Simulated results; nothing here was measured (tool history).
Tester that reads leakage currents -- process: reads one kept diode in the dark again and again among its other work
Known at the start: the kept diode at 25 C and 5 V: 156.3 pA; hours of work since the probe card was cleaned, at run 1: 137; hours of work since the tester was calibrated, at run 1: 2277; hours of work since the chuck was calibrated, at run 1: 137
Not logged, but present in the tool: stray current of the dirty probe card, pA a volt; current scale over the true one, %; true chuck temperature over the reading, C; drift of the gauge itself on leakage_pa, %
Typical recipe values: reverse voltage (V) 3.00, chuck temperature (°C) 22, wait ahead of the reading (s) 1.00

run,hour,reverse voltage (V),chuck temperature (°C),wait ahead of the reading (s),hours of work since the probe card was cleaned,hours of work since the tester was calibrated,hours of work since the chuck was calibrated,current that the tester gives (pA)
1,0.0,3.00,22,1.00,137,2277,137,92.42
2,180.3,3.00,22,1.00,219,2360,219,92.05
3,373.8,3.00,22,1.00,308,2448,308,91.94
4,512.7,3.00,22,1.49,372,2512,372,91.75
5,737.3,3.00,22,1.00,474,2615,474,91.70
6,975.9,3.00,22,1.00,584,2724,584,91.97
7,1106.7,3.00,28,1.00,644,2784,644,146.27
8,1220.4,3.00,26,1.00,696,2836,696,125.20
9,1370.1,3.00,26,1.00,764,2904,764,124.80
10,1539.7,3.00,26,1.00,842,2982,842,125.66
11,1744.5,3.00,22,1.00,936,3076,936,91.73
12,1880.4,3.00,22,2.51,998,3138,998,91.43
13,1993.7,3.00,22,2.51,1050,3190,1050,91.79
# hour 2028.0: probe card cleaned and baked
# hour 2079.3: chuck's temperature calibrated
14,2230.9,3.00,22,2.51,92,3296,69,91.64
15,2389.7,3.00,22,2.51,165,3369,142,91.89
16,2511.2,3.00,22,1.00,220,3425,198,92.29
17,2623.6,3.00,22,1.00,272,3476,249,91.41
# hour 2798.3: tester calibrated
18,2830.7,3.00,22,1.00,366,15,343,92.40
19,2971.1,3.00,22,1.00,430,79,407,91.90
20,3187.1,2.70,52,1.00,529,178,506,752.57
21,3310.5,2.70,52,1.00,585,235,563,747.10
22,3478.5,1.65,23,3.85,662,311,640,70.02
23,3703.0,2.77,25,3.85,765,414,743,110.53
24,3907.9,2.77,25,3.85,859,508,836,110.92
25,4012.4,3.19,22,0.44,907,556,884,95.86
26,4116.3,3.19,22,0.44,954,603,932,95.37
27,4330.2,3.19,22,0.44,1052,701,1030,95.25
# hour 4357.1: probe card cleaned and baked
# hour 4449.8: chuck's temperature calibrated
28,4449.8,2.52,51,0.58,42,754,0,675.61
29,4629.0,1.68,58,3.83,124,836,82,834.14
30,4826.6,1.68,58,3.83,214,926,173,833.44
31,5027.4,1.68,37,3.83,306,1018,264,202.39
32,5281.8,1.68,37,3.83,422,1135,381,202.34
33,5469.1,7.20,39,2.01,508,1221,467,547.53
34,5698.2,2.76,33,0.44,613,1325,572,202.35
35,5870.7,2.76,33,0.81,692,1404,651,202.17
36,5989.4,2.76,33,0.81,746,1459,705,202.10
37,6235.3,2.76,33,0.81,859,1571,818,201.94
38,6436.4,2.76,33,0.81,951,1663,910,202.79

3 ways to go on from here, each from the tool as it stands after run 38. What would each give?
A,6655.4,1.14,42,0.43,1051,1764,1010,?
B,6655.4,8.92,22,4.31,1051,1764,1010,?
C,6655.4,3.00,22,1.00,1051,1764,1010,?

run,current that the tester gives (pA)
A,229.78
B,174.10
C,91.51
Take away the tool's hidden state, keep each run's random variation, and the runs would have read:
run,current that the tester gives (pA)
A,230.29
B,174.07
C,91.60
